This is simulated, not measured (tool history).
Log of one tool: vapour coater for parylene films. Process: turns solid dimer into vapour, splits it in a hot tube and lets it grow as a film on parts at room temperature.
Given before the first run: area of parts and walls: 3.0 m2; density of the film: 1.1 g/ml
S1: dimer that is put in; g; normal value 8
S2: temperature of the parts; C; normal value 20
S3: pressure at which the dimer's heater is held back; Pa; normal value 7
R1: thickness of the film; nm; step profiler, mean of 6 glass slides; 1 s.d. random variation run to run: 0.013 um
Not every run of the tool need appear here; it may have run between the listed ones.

Run 1, hour 0: usual settings. Result: R1 1450 nm.
Run 2, hour 47.2: usual settings. Result: R1 1440 nm.
At hour 74.9: trap's valve overhauled.
Run 3, hour 131.2: usual settings. Result: R1 1260 nm.
Run 4, hour 168.4: usual settings. Result: R1 1290 nm.
At hour 240.1: table's thermometer calibrated.
Run 5, hour 250.6: usual settings. Result: R1 1160 nm.
Run 6, hour 295.3: usual settings. Result: R1 1140 nm.
Run 7, hour 352.2: usual settings. Result: R1 1130 nm.
Run 8, hour 387.9: usual settings but S2 28 C. Result: R1 780 nm.
Run 9, hour 436.3: usual settings but S2 28 C. Result: R1 780 nm.
At hour 465.9: trap's valve overhauled, once more.
Run 10, hour 499.8: usual settings but S2 17 C. Result: R1 1810 nm.
Run 11, hour 541.2: usual settings but S2 17 C. Result: R1 1810 nm.
Run 12, hour 609: usual settings but S2 17 C. Result: R1 1780 nm.
Run 13, hour 653: usual settings but S1 3 g, S2 18 C, S3 7.94 Pa. Result: R1 640 nm.
Run 14, hour 693.6: usual settings but S2 13 C, S3 7.95 Pa. Result: R1 2040 nm.
Run 15, hour 762.9: usual settings but S1 9 g, S2 24 C, S3 3.25 Pa. Result: R1 1600 nm.
Run 16, hour 814.4: usual settings but S3 6.82 Pa. Result: R1 1520 nm.
Run 17, hour 858.3: usual settings but S2 13 C, S3 8.53 Pa. Result: R1 2010 nm.
Run 18, hour 924: usual settings but S2 13 C, S3 8.53 Pa. Result: R1 1990 nm.

Selected run-to-run steps in R1, each split into two signed amounts: the part the tool would show with no hidden state at all (from settings, incoming material and random variation), and the remainder, which goes to the hidden state together with any gauge scatter not common to the measured and the hidden-state-free results:
Hidden state at play: vapour lost through the trap's worn valve, %; true temperature of the parts over the reading, C; drift of the gauge itself on film_um, %.
Run 9 -> 10: S2 28 -> 17, trap's valve overhauled, once more. R1 +1030 nm: hidden state +320, all else +710.
Run 13 -> 14: S1 3 -> 8, S2 18 -> 13, S3 7.94 -> 7.95. R1 +1400 nm: hidden state -50, all else +1450.
